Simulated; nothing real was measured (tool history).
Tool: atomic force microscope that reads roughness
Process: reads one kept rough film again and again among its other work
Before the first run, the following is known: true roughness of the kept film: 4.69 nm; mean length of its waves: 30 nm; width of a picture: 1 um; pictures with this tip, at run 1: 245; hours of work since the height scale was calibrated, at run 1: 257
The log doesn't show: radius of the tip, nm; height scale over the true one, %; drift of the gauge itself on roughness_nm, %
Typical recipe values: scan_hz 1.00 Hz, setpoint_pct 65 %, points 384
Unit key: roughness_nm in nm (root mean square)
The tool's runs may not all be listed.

run	hour	scan_hz	setpoint_pct	points	pictures with this tip	hours of work since the height scale was calibrated	roughness_nm
1	0.0	1.00	65	384	245	257	2.581
2	8.5	1.00	65	384	262	263	2.551
3	15.7	1.00	65	384	275	268	2.519
# hour 19.2: new tip fitted
4	27.8	1.00	65	384	17	275	3.665
5	36.4	1.00	65	384	33	281	3.614
6	47.6	1.00	84	384	54	289	3.375
7	52.4	1.00	84	384	64	292	3.339
8	62.1	1.00	84	384	82	299	3.261
9	68.3	1.00	84	384	94	303	3.222
10	73.2	0.66	65	384	103	307	3.272
11	84.4	0.66	65	384	125	314	3.164
12	90.0	0.66	65	384	135	318	3.125
13	97.4	1.00	65	877	149	323	3.045
14	104.9	2.99	65	384	164	328	2.930
15	112.6	1.00	65	384	179	334	2.927
16	119.0	1.00	65	384	191	338	2.907
17	128.4	1.00	65	384	209	344	2.834
18	133.6	3.37	65	384	219	348	2.706
19	145.1	2.72	65	384	241	356	2.693
20	155.1	2.72	65	384	260	363	2.591
21	160.6	2.72	72	384	270	366	2.549
# hour 166.9: new tip fitted
22	168.7	0.55	65	384	4	372	3.773
23	178.0	0.55	65	384	21	378	3.643
24	189.1	0.76	58	734	42	386	3.595
25	197.9	1.00	68	384	59	392	3.441
26	205.5	1.00	71	403	74	397	3.375
27	211.0	1.00	65	318	84	401	3.312
28	220.9	1.00	65	318	103	408	3.221
29	230.5	2.57	85	521	122	414	2.924
30	241.7	2.57	85	521	143	422	2.868
31	247.6	1.86	61	930	154	426	3.028
32	256.5	0.53	88	372	171	432	2.934
33	266.7	0.52	73	968	191	439	2.930
34	275.1	2.66	85	653	207	445	2.628
35	284.3	2.66	85	653	224	451	2.585
36	291.1	0.58	74	680	237	456	2.754
37	296.2	0.58	74	680	247	459	2.741
38	305.5	0.92	65	384	265	465	2.661
# hour 314.6: new tip fitted
39	314.6	0.68	71	429	0	471	3.781
40	326.0	0.68	71	429	22	479	3.655
41	331.7	3.46	71	550	33	483	3.446
42	337.5	3.75	67	285	44	487	3.352
43	348.8	1.00	71	444	65	495	3.443
44	354.5	1.18	65	863	76	499	3.398
45	362.2	1.67	59	863	91	504	3.336
46	370.3	1.67	59	863	106	510	3.241

Consider 5 possible next runs. They are alternatives, not a sequence: every one starts from the tool as it was left by run 46. What does each give?
A	378.4	1.72	62	1015	122	515	?
B	378.4	1.00	63	365	122	515	?
C	378.4	1.21	59	863	122	515	?
D	378.4	1.67	89	863	122	515	?
E	378.4	0.51	83	354	122	515	?

run	roughness_nm
A	3.190
B	3.153
C	3.215
D	3.003
E	3.167
With the hidden condition removed and each run's random variation left untouched, the same runs would have given:
run	roughness_nm
A	3.835
B	3.791
C	3.866
D	3.611
E	3.807

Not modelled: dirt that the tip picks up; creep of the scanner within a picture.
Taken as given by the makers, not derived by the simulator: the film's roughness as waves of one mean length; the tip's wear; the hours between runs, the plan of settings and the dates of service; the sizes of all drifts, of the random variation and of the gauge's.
